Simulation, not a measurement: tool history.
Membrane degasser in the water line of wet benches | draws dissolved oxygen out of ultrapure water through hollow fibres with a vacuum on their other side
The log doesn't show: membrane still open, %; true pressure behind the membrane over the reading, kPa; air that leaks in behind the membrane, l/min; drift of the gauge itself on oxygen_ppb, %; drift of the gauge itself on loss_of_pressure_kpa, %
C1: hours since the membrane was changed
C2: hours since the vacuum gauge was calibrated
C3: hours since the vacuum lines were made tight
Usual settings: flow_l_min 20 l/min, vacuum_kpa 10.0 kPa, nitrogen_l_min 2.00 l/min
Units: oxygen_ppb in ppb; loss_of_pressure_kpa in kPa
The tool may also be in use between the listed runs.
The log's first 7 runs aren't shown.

run 8 hour=424.2 | flow_l_min=20 vacuum_kpa=10.0 nitrogen_l_min=2.00 | C1=470 C2=1033 C3=8468 | oxygen_ppb=159.8 loss_of_pressure_kpa=41.03
run 9 hour=495.6 | flow_l_min=20 vacuum_kpa=10.0 nitrogen_l_min=2.00 | C1=542 C2=1104 C3=8539 | oxygen_ppb=159.8 loss_of_pressure_kpa=41.38
run 10 hour=543.7 | flow_l_min=20 vacuum_kpa=10.0 nitrogen_l_min=2.00 | C1=590 C2=1152 C3=8587 | oxygen_ppb=160.3 loss_of_pressure_kpa=41.22
run 11 hour=602.8 | flow_l_min=20 vacuum_kpa=10.0 nitrogen_l_min=2.00 | C1=649 C2=1212 C3=8646 | oxygen_ppb=160.7 loss_of_pressure_kpa=41.05
run 12 hour=654.6 | flow_l_min=20 vacuum_kpa=10.0 nitrogen_l_min=3.79 | C1=701 C2=1263 C3=8698 | oxygen_ppb=88.0 loss_of_pressure_kpa=41.42
run 13 hour=697.4 | flow_l_min=20 vacuum_kpa=10.0 nitrogen_l_min=3.79 | C1=743 C2=1306 C3=8741 | oxygen_ppb=87.9 loss_of_pressure_kpa=41.35
run 14 hour=762.2 | flow_l_min=25 vacuum_kpa=10.0 nitrogen_l_min=2.00 | C1=808 C2=1371 C3=8806 | oxygen_ppb=196.9 loss_of_pressure_kpa=51.30
run 15 hour=836.6 | flow_l_min=25 vacuum_kpa=10.0 nitrogen_l_min=2.74 | C1=883 C2=1445 C3=8880 | oxygen_ppb=148.4 loss_of_pressure_kpa=51.49
run 16 hour=882.6 | flow_l_min=20 vacuum_kpa=10.0 nitrogen_l_min=2.00 | C1=929 C2=1491 C3=8926 | oxygen_ppb=160.0 loss_of_pressure_kpa=41.08
run 17 hour=948.5 | flow_l_min=25 vacuum_kpa=6.0 nitrogen_l_min=1.21 | C1=994 C2=1557 C3=8992 | oxygen_ppb=128.8 loss_of_pressure_kpa=51.57
run 18 hour=1021.3 | flow_l_min=25 vacuum_kpa=6.0 nitrogen_l_min=2.01 | C1=1067 C2=1630 C3=9065 | oxygen_ppb=84.3 loss_of_pressure_kpa=51.70
run 19 hour=1056.8 | flow_l_min=32 vacuum_kpa=13.5 nitrogen_l_min=2.01 | C1=1103 C2=1666 C3=9100 | oxygen_ppb=367.4 loss_of_pressure_kpa=65.93
run 20 hour=1135.0 | flow_l_min=32 vacuum_kpa=13.5 nitrogen_l_min=2.01 | C1=1181 C2=1744 C3=9178 | oxygen_ppb=362.2 loss_of_pressure_kpa=66.09
run 21 hour=1201.5 | flow_l_min=30 vacuum_kpa=23.3 nitrogen_l_min=2.00 | C1=1247 C2=1810 C3=9245 | oxygen_ppb=648.1 loss_of_pressure_kpa=61.72
run 22 hour=1266.2 | flow_l_min=27 vacuum_kpa=15.0 nitrogen_l_min=1.84 | C1=1312 C2=1875 C3=9310 | oxygen_ppb=384.8 loss_of_pressure_kpa=55.90
run 23 hour=1330.7 | flow_l_min=23 vacuum_kpa=10.3 nitrogen_l_min=2.91 | C1=1377 C2=1939 C3=9374 | oxygen_ppb=135.3 loss_of_pressure_kpa=47.52
run 24 hour=1392.8 | flow_l_min=23 vacuum_kpa=10.3 nitrogen_l_min=2.91 | C1=1439 C2=2002 C3=9436 | oxygen_ppb=135.6 loss_of_pressure_kpa=47.89
run 25 hour=1443.2 | flow_l_min=23 vacuum_kpa=10.3 nitrogen_l_min=2.91 | C1=1489 C2=2052 C3=9487 | oxygen_ppb=134.2 loss_of_pressure_kpa=47.70
run 26 hour=1500.1 | flow_l_min=23 vacuum_kpa=10.3 nitrogen_l_min=3.94 | C1=1546 C2=2109 C3=9543 | oxygen_ppb=101.9 loss_of_pressure_kpa=47.60
run 27 hour=1576.1 | flow_l_min=23 vacuum_kpa=10.3 nitrogen_l_min=3.94 | C1=1622 C2=2185 C3=9619 | oxygen_ppb=102.2 loss_of_pressure_kpa=47.91
run 28 hour=1646.1 | flow_l_min=23 vacuum_kpa=10.3 nitrogen_l_min=3.94 | C1=1692 C2=2255 C3=9689 | oxygen_ppb=101.8 loss_of_pressure_kpa=47.81
run 29 hour=1707.5 | flow_l_min=22 vacuum_kpa=10.0 nitrogen_l_min=2.00 | C1=1753 C2=2316 C3=9751 | oxygen_ppb=174.4 loss_of_pressure_kpa=46.36
run 30 hour=1759.3 | flow_l_min=15 vacuum_kpa=7.5 nitrogen_l_min=4.85 | C1=1805 C2=2368 C3=9803 | oxygen_ppb=33.5 loss_of_pressure_kpa=31.31
run 31 hour=1828.8 | flow_l_min=15 vacuum_kpa=7.5 nitrogen_l_min=4.85 | C1=1875 C2=2438 C3=9872 | oxygen_ppb=33.2 loss_of_pressure_kpa=31.31
run 32 hour=1864.8 | flow_l_min=25 vacuum_kpa=20.1 nitrogen_l_min=1.09 | C1=1911 C2=2474 C3=9908 | oxygen_ppb=783.8 loss_of_pressure_kpa=52.44

Forecast each of these 4 alternatives for the next run:
run A hour=1903.0 | flow_l_min=18 vacuum_kpa=21.7 nitrogen_l_min=2.36 | C1=1949 C2=2512 C3=9946 | oxygen_ppb=? loss_of_pressure_kpa=?
run B hour=1903.0 | flow_l_min=31 vacuum_kpa=7.1 nitrogen_l_min=1.45 | C1=1949 C2=2512 C3=9946 | oxygen_ppb=? loss_of_pressure_kpa=?
run C hour=1903.0 | flow_l_min=21 vacuum_kpa=9.4 nitrogen_l_min=1.23 | C1=1949 C2=2512 C3=9946 | oxygen_ppb=? loss_of_pressure_kpa=?
run D hour=1903.0 | flow_l_min=14 vacuum_kpa=23.6 nitrogen_l_min=2.26 | C1=1949 C2=2512 C3=9946 | oxygen_ppb=? loss_of_pressure_kpa=?

run=A oxygen_ppb=326.1 loss_of_pressure_kpa=37.41
run=B oxygen_ppb=186.6 loss_of_pressure_kpa=65.04
run=C oxygen_ppb=235.7 loss_of_pressure_kpa=43.62
run=D oxygen_ppb=297.2 loss_of_pressure_kpa=29.25
Without the tool's hidden state the same runs would have given:
run=A oxygen_ppb=325.8 loss_of_pressure_kpa=36.55
run=B oxygen_ppb=186.3 loss_of_pressure_kpa=63.54
run=C oxygen_ppb=235.4 loss_of_pressure_kpa=42.62
run=D oxygen_ppb=296.9 loss_of_pressure_kpa=28.58
